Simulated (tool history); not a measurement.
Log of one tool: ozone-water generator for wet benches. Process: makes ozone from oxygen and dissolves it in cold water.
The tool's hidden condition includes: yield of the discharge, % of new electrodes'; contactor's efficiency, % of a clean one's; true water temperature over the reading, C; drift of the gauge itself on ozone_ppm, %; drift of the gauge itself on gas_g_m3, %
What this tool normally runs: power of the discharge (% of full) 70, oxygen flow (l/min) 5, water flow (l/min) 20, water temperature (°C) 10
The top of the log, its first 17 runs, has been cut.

run,hour,power of the discharge (% of full),oxygen flow (l/min),water flow (l/min),water temperature (°C),hours of work since the electrodes were changed,hours of work since the contactor was cleaned,hours of work since the thermometer was calibrated,dissolved ozone (ppm),ozone in the gas ahead of the water (g/m3)
18,984.7,93,5,20,7,2996,6980,4728,25.1,194.1
19,1042.3,93,5,20,7,3043,7027,4775,25,195.6
20,1099,41,3.72,30,7,3089,7073,4821,10.4,155
21,1150.7,92,5,17,14,3131,7115,4863,26.1,195.6
22,1227.2,70,5,20,10,3193,7177,4925,21.3,171.8
23,1294.6,70,5,20,10,3248,7232,4980,20.9,169.9
24,1336.1,70,5,29,10,3282,7266,5014,14.8,171.2
25,1389.4,78,4.91,25,14,3325,7309,5057,17.1,181.2
26,1433.8,78,4.91,25,14,3361,7345,5094,17.3,180.7
27,1470.1,78,4.91,25,14,3391,7375,5123,17.2,181
28,1516.9,78,4.91,25,11,3429,7413,5161,17.6,179.6
29,1586.3,40,3.56,20,10,3486,7470,5218,15.5,156.1
30,1629.5,70,5,20,9,3521,7505,5253,21.2,171.3
31,1669.4,70,3.97,20,9,3553,7537,5285,20.7,192
32,1739.7,70,3.97,20,12,3611,7595,5343,19.9,189.9

Forecast each of these 5 alternatives for the next run:
A,1780.4,44,4.92,20,9,3644,7628,5376,?,?
B,1780.4,70,5,29,10,3644,7628,5376,?,?
C,1780.4,44,2.94,20,17,3644,7628,5376,?,?
D,1780.4,70,3.97,22,12,3644,7628,5376,?,?
E,1780.4,44,5,17,10,3644,7628,5376,?,?

run,dissolved ozone (ppm),ozone in the gas ahead of the water (g/m3)
A,17.2,136.6
B,14.4,169.6
C,14.4,179.3
D,18.1,190.6
E,19.5,135.7
Without the tool's unlogged condition, the same runs would have read:
run,dissolved ozone (ppm),ozone in the gas ahead of the water (g/m3)
A,19.8,146.6
B,17.3,185.8
C,16.6,192.6
D,21.4,208.9
E,22.3,145.7
